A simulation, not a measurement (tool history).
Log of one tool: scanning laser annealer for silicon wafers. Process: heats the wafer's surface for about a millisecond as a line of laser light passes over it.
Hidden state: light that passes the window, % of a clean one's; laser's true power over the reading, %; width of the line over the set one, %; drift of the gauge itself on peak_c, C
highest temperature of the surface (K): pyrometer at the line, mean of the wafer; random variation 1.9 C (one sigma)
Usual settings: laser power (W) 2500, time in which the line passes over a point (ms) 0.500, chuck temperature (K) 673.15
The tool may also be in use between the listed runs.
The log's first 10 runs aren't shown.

| run | hour | laser power (W) | time in which the line passes over a point (ms) | chuck temperature (K) | hours of work since the window was cleaned | hours of work since the power meter was calibrated | hours of work since the optics were aligned | highest temperature of the surface (K) |
|---|---|---|---|---|---|---|---|---|
| 11 | 158.1 | 2500 | 0.456 | 673.15 | 64 | 411 | 66 | 1389.15 |
| 12 | 169.0 | 2500 | 0.456 | 673.15 | 70 | 417 | 73 | 1389.15 |
| 13 | 189.2 | 2500 | 0.456 | 673.15 | 82 | 430 | 85 | 1386.15 |
| 14 | 212.1 | 2500 | 0.456 | 673.15 | 96 | 443 | 99 | 1390.15 |
| 15 | 227.5 | 2500 | 0.456 | 673.15 | 106 | 453 | 108 | 1389.15 |
| 16 | 249.9 | 2500 | 0.500 | 673.15 | 119 | 466 | 121 | 1416.15 |
| 17 | 270.7 | 2500 | 0.593 | 655.15 | 132 | 479 | 134 | 1455.15 |
| 18 | 281.0 | 2500 | 0.500 | 708.15 | 138 | 485 | 140 | 1451.15 |
| 19 | 294.1 | 2433 | 0.500 | 687.15 | 146 | 493 | 148 | 1406.15 |
| 20 | 310.7 | 2411 | 0.391 | 673.15 | 156 | 503 | 158 | 1311.15 |
| 21 | 330.0 | 2500 | 0.610 | 673.15 | 167 | 515 | 170 | 1481.15 |
| 22 | 341.3 | 2157 | 0.365 | 637.15 | 174 | 522 | 177 | 1179.15 |
| 23 | 351.0 | 2500 | 0.506 | 634.15 | 180 | 527 | 183 | 1379.15 |
| 24 | 361.7 | 2418 | 0.500 | 688.15 | 187 | 534 | 189 | 1396.15 |
| 25 | 379.4 | 2176 | 0.422 | 665.15 | 197 | 545 | 200 | 1245.15 |
| 26 | 391.7 | 2263 | 0.544 | 675.15 | 205 | 552 | 207 | 1354.15 |
| 27 | 404.4 | 2567 | 0.505 | 675.15 | 212 | 560 | 215 | 1439.15 |
| 28 | 415.2 | 2567 | 0.466 | 675.15 | 219 | 566 | 221 | 1415.15 |
| 29 | 429.8 | 2567 | 0.466 | 675.15 | 228 | 575 | 230 | 1412.15 |
| 30 | 441.1 | 2567 | 0.466 | 675.15 | 235 | 582 | 237 | 1416.15 |
| 31 | 452.7 | 2567 | 0.534 | 709.15 | 242 | 589 | 244 | 1491.15 |
| 32 | 465.2 | 2477 | 0.358 | 690.15 | 249 | 597 | 252 | 1324.15 |

Forecast each of these 5 alternatives for the next run:
| A | 488.2 | 2294 | 0.505 | 696.15 | 263 | 610 | 265 | ? |
| B | 488.2 | 2467 | 0.533 | 673.15 | 263 | 610 | 265 | ? |
| C | 488.2 | 2477 | 0.358 | 646.15 | 263 | 610 | 265 | ? |
| D | 488.2 | 2595 | 0.485 | 713.15 | 263 | 610 | 265 | ? |
| E | 488.2 | 2477 | 0.358 | 673.15 | 263 | 610 | 265 | ? |

| run | highest temperature of the surface (K) |
|---|---|
| A | 1363.15 |
| B | 1415.15 |
| C | 1277.15 |
| D | 1474.15 |
| E | 1302.15 |
Without the tool's hidden state the same runs would have given:
| run | highest temperature of the surface (K) |
|---|---|
| A | 1375.15 |
| B | 1428.15 |
| C | 1288.15 |
| D | 1488.15 |
| E | 1314.15 |
